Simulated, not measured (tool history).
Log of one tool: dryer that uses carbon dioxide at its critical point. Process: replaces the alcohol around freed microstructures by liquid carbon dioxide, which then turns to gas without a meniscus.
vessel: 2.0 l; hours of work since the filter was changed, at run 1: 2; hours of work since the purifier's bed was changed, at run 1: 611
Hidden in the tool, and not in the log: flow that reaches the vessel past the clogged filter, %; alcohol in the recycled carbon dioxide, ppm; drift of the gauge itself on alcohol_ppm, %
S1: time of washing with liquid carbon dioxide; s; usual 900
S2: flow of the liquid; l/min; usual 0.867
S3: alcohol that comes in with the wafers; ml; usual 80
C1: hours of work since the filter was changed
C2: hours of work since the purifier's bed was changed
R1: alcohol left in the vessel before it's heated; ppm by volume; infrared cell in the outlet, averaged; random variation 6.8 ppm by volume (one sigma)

run 1 hour=0.0 | S1=900 S2=0.867 S3=80 | C1=2 C2=611 | R1=326
run 2 hour=25.2 | S1=900 S2=0.867 S3=80 | C1=14 C2=623 | R1=341
run 3 hour=56.8 | S1=900 S2=0.867 S3=80 | C1=29 C2=638 | R1=357
run 4 hour=91.1 | S1=900 S2=0.867 S3=80 | C1=45 C2=654 | R1=371
run 5 hour=113.2 | S1=900 S2=0.867 S3=93 | C1=55 C2=664 | R1=436
run 6 hour=133.1 | S1=900 S2=0.867 S3=93 | C1=64 C2=674 | R1=458
run 7 hour=152.0 | S1=900 S2=0.867 S3=93 | C1=73 C2=682 | R1=457
run 8 hour=171.7 | S1=660 S2=0.867 S3=80 | C1=82 C2=692 | R1=1345
run 9 hour=206.0 | S1=780 S2=0.529 S3=117 | C1=98 C2=708 | R1=5489
run 10 hour=228.3 | S1=780 S2=0.529 S3=117 | C1=109 C2=718 | R1=5484
run 11 hour=255.5 | S1=780 S2=0.529 S3=117 | C1=122 C2=731 | R1=5796
run 12 hour=274.8 | S1=780 S2=0.529 S3=117 | C1=131 C2=740 | R1=5794
run 13 hour=308.9 | S1=780 S2=0.529 S3=117 | C1=146 C2=756 | R1=5977

5 ways to go on from here, each from the tool as it stands after run 13. What would each give?
run A hour=334.2 | S1=900 S2=1.102 S3=80 | C1=158 C2=767 | R1=?
run B hour=334.2 | S1=1320 S2=0.609 S3=37 | C1=158 C2=767 | R1=?
run C hour=334.2 | S1=900 S2=0.717 S3=44 | C1=158 C2=767 | R1=?
run D hour=334.2 | S1=1200 S2=1.219 S3=86 | C1=158 C2=767 | R1=?
run E hour=334.2 | S1=900 S2=0.867 S3=89 | C1=158 C2=767 | R1=?

run=A R1=166
run=B R1=242
run=C R1=620
run=D R1=42
run=E R1=547
Without the tool's hidden state the same runs would have given:
run=A R1=82
run=B R1=138
run=C R1=410
run=D R1=12
run=E R1=329
